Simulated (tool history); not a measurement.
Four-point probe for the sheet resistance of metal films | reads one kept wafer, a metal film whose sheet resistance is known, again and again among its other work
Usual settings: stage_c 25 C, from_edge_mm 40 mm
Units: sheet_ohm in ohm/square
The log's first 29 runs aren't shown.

run,hour,stage_c,from_edge_mm,touches since the probe head was changed,hours of work since the stage's thermometer was calibrated,sheet_ohm
30,349.5,22,4,108710,27,0.138329
31,360.5,20,5,109261,34,0.136913
# hour 372.1: stage's thermometer calibrated, once more
32,378.6,22,34,110146,4,0.134096
33,393.2,23,39,110879,13,0.134049
34,409.6,23,39,111699,24,0.134078
35,425.6,28,3,112504,34,0.141336
36,435.3,20,70,112989,40,0.13408
37,446.6,31,3,113558,47,0.14129
38,456.7,24,10,114062,54,0.134674
39,467.6,20,8,114612,61,0.135236
40,475.4,20,8,115002,66,0.135251

Forecast each of these 5 alternatives for the next run:
A,488.4,19,4,115651,74,?
B,488.4,19,35,115651,74,?
C,488.4,21,5,115651,74,?
D,488.4,24,14,115651,74,?
E,488.4,20,4,115651,74,?

run,sheet_ohm
A,0.138499
B,0.134236
C,0.136911
D,0.134345
E,0.138539
Without the tool's hidden state the same runs would have given:
run,sheet_ohm
A,0.137633
B,0.133393
C,0.136053
D,0.133502
E,0.137672
